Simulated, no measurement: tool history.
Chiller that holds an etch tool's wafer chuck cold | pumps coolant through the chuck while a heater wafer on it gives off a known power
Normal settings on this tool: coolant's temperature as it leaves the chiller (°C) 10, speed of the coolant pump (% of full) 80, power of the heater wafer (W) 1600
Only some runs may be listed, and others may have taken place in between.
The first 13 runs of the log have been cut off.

run	hour	coolant's temperature as it leaves the chiller (°C)	speed of the coolant pump (% of full)	power of the heater wafer (W)	hours since the coolant was changed and the channels were flushed	hours since the pump was overhauled	hours since the chiller's thermometer was calibrated	chuck's temperature once it has settled (°C)	how much warmer the coolant comes back (C)
14	653.5	14	80	1600	3293	1633	1314	29.7	7.58
15	687.2	14	80	1600	3326	1667	1348	29.6	7.59
16	728.3	14	80	1600	3368	1708	1389	29.7	7.61
17	773.5	14	80	1600	3413	1753	1434	29.7	7.58
18	808.2	5	81	2069	3447	1788	1469	25.3	9.62
19	848.8	5	81	2069	3488	1829	1509	25.1	9.63
20	890.8	5	81	1969	3530	1871	1551	24.1	9.21
21	923.1	5	65	1047	3562	1903	1583	17.5	6.25
22	986.2	19	79	2291	3625	1966	1647	41.8	11.05
23	1059.2	6	84	1042	3698	2039	1720	15.6	4.77
24	1132.1	15	95	1013	3771	2112	1793	23.3	3.98
25	1181.7	15	95	1013	3821	2161	1842	23.2	4.04
26	1248.3	10	80	1929	3888	2228	1909	29.1	9.12

Expected results for the next run?
27	1302.1	2	98	1929	3941	2282	1962	?	?

Run 27 gave chuck's temperature once it has settled (°C) 17.6, how much warmer the coolant comes back (C) 7.38.
With no hidden state in the tool, this same run would have given chuck's temperature once it has settled (°C) 16.3, how much warmer the coolant comes back (C) 7.17.
